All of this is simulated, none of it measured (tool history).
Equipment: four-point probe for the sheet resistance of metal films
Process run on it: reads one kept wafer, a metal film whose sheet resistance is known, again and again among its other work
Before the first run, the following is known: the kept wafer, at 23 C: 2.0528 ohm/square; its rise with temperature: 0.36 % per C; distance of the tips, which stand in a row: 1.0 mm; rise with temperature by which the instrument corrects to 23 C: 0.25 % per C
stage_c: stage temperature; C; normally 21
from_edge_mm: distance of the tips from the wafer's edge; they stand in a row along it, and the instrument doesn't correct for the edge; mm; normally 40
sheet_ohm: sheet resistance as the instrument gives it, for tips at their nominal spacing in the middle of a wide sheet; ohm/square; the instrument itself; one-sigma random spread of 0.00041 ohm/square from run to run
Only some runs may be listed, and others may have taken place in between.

run,hour,stage_c,from_edge_mm,sheet_ohm
1,0,21,40,2.052738
2,27.1,21,45,2.051934
3,64.3,21,40,2.053045
4,95.8,21,73,2.051276
5,136,21,40,2.051445
6,171.2,21,54,2.051713
7,203.6,21,6,2.080698
8,226.9,21,6,2.081424
9,251.6,21,40,2.051167
10,289.2,21,40,2.050757
11,312.6,21,40,2.050485
12,355.2,33,40,2.074963
13,379.3,33,40,2.075632
14,407.4,21,40,2.04948
15,438.1,21,40,2.048474
16,457,21,40,2.049404
17,495.7,21,10,2.059598
18,526.1,21,11,2.056389
19,545.8,21,9,2.060808
20,564.2,21,9,2.060325
21,599.6,21,40,2.048087
22,635.9,21,40,2.047284
23,672.6,20,40,2.04498
24,696.9,30,3,2.181435
25,731.4,25,21,2.056872
26,771,25,21,2.056333
27,809.5,25,21,2.056251
28,847.2,19,11,2.049357
29,875.4,34,7,2.094498
30,909,23,12,2.055995
31,940.2,23,12,2.055088
32,969.4,23,12,2.055748
33,997.7,26,9,2.067724
34,1042.3,26,9,2.068097
35,1079,19,18,2.041339
36,1100.6,26,10,2.06443
37,1128.7,26,10,2.064317
38,1163.2,26,12,2.059854
39,1192,26,12,2.059812
40,1220.6,26,12,2.059911
41,1254.9,26,12,2.05885
42,1283.7,26,12,2.059011
43,1308.6,26,12,2.059028
44,1328.6,26,12,2.058351
45,1356.7,33,14,2.071449
46,1399.9,23,40,2.045013

Not shown here: 1 entry made in the log between runs. Locate each between two listed runs and compare the hidden state at the listed run before it with the hidden state at the listed run after it:
From run 42 to run 43: new probe head fitted (hour 1308)
  inner tips' distance over the nominal, %: -0.498 -> -0.499; tips' flats over new ones', %: 121 -> 0
  measured value less the no-hidden-state value, sheet_ohm: -0.007758 -> -0.00777 ohm/square

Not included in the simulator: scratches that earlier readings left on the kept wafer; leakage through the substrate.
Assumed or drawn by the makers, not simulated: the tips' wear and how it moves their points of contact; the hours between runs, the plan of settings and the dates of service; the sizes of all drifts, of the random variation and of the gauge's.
